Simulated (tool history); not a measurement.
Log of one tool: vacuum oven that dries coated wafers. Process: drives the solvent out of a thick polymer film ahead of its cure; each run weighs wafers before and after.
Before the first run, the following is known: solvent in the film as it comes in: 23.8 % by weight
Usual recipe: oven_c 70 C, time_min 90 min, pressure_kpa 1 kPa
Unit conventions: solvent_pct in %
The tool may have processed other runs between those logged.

{"run": 1, "hour": 0.0, "oven_c": 70, "time_min": 90, "pressure_kpa": 1, "solvent_pct": 4.18}
{"run": 2, "hour": 41.0, "oven_c": 70, "time_min": 90, "pressure_kpa": 1, "solvent_pct": 4.11}
{"run": 3, "hour": 121.7, "oven_c": 70, "time_min": 90, "pressure_kpa": 1, "solvent_pct": 4.38}
{"run": 4, "hour": 188.4, "oven_c": 70, "time_min": 90, "pressure_kpa": 1, "solvent_pct": 4.43}
{"run": 5, "hour": 242.3, "oven_c": 70, "time_min": 90, "pressure_kpa": 0.94, "solvent_pct": 4.46}
{"run": 6, "hour": 280.6, "oven_c": 70, "time_min": 90, "pressure_kpa": 0.94, "solvent_pct": 4.41}
{"run": 7, "hour": 344.2, "oven_c": 70, "time_min": 90, "pressure_kpa": 0.94, "solvent_pct": 4.32}
{"run": 8, "hour": 418.8, "oven_c": 70, "time_min": 90, "pressure_kpa": 0.94, "solvent_pct": 4.57}
{"run": 9, "hour": 498.3, "oven_c": 70, "time_min": 90, "pressure_kpa": 0.94, "solvent_pct": 4.56}
{"run": 10, "hour": 559.7, "oven_c": 70, "time_min": 90, "pressure_kpa": 0.94, "solvent_pct": 4.65}
{"run": 11, "hour": 597.1, "oven_c": 70, "time_min": 90, "pressure_kpa": 0.94, "solvent_pct": 4.57}
{"run": 12, "hour": 654.6, "oven_c": 80, "time_min": 130, "pressure_kpa": 0.94, "solvent_pct": 1.08}
{"run": 13, "hour": 691.4, "oven_c": 72, "time_min": 162, "pressure_kpa": 1.64, "solvent_pct": 2.6}
{"run": 14, "hour": 742.2, "oven_c": 57, "time_min": 74, "pressure_kpa": 1, "solvent_pct": 12.01}
{"hour": 751.4, "done": "oven's thermocouples calibrated"}
{"run": 15, "hour": 807.6, "oven_c": 69, "time_min": 56, "pressure_kpa": 1, "solvent_pct": 8.63}
{"run": 16, "hour": 890.6, "oven_c": 69, "time_min": 56, "pressure_kpa": 1, "solvent_pct": 8.64}
{"run": 17, "hour": 961.7, "oven_c": 80, "time_min": 128, "pressure_kpa": 0.76, "solvent_pct": 1.19}
{"run": 18, "hour": 1019.3, "oven_c": 65, "time_min": 128, "pressure_kpa": 0.87, "solvent_pct": 5.27}
{"run": 19, "hour": 1076.7, "oven_c": 70, "time_min": 98, "pressure_kpa": 2.85, "solvent_pct": 6.75}
{"hour": 1147.2, "done": "oven's thermocouples calibrated, once more"}
{"run": 20, "hour": 1156.0, "oven_c": 70, "time_min": 57, "pressure_kpa": 0.62, "solvent_pct": 6.95}
{"run": 21, "hour": 1195.0, "oven_c": 70, "time_min": 57, "pressure_kpa": 0.62, "solvent_pct": 6.89}
{"run": 22, "hour": 1236.1, "oven_c": 70, "time_min": 57, "pressure_kpa": 0.62, "solvent_pct": 7.02}

Predict each of these 4 candidate next runs independently; none follows another, all start after run 22:
{"run": "A", "hour": 1288.9, "oven_c": 70, "time_min": 47, "pressure_kpa": 1, "solvent_pct": "?"}
{"run": "B", "hour": 1288.9, "oven_c": 70, "time_min": 57, "pressure_kpa": 1.01, "solvent_pct": "?"}
{"run": "C", "hour": 1288.9, "oven_c": 71, "time_min": 145, "pressure_kpa": 1.7, "solvent_pct": "?"}
{"run": "D", "hour": 1288.9, "oven_c": 63, "time_min": 112, "pressure_kpa": 1, "solvent_pct": "?"}

run=A solvent_pct=8.67
run=B solvent_pct=7.38
run=C solvent_pct=2.97
run=D solvent_pct=6.27
With the hidden condition removed and each run's random variation left untouched, the same runs would have given:
run=A solvent_pct=8.36
run=B solvent_pct=7.05
run=C solvent_pct=2.63
run=D solvent_pct=5.82
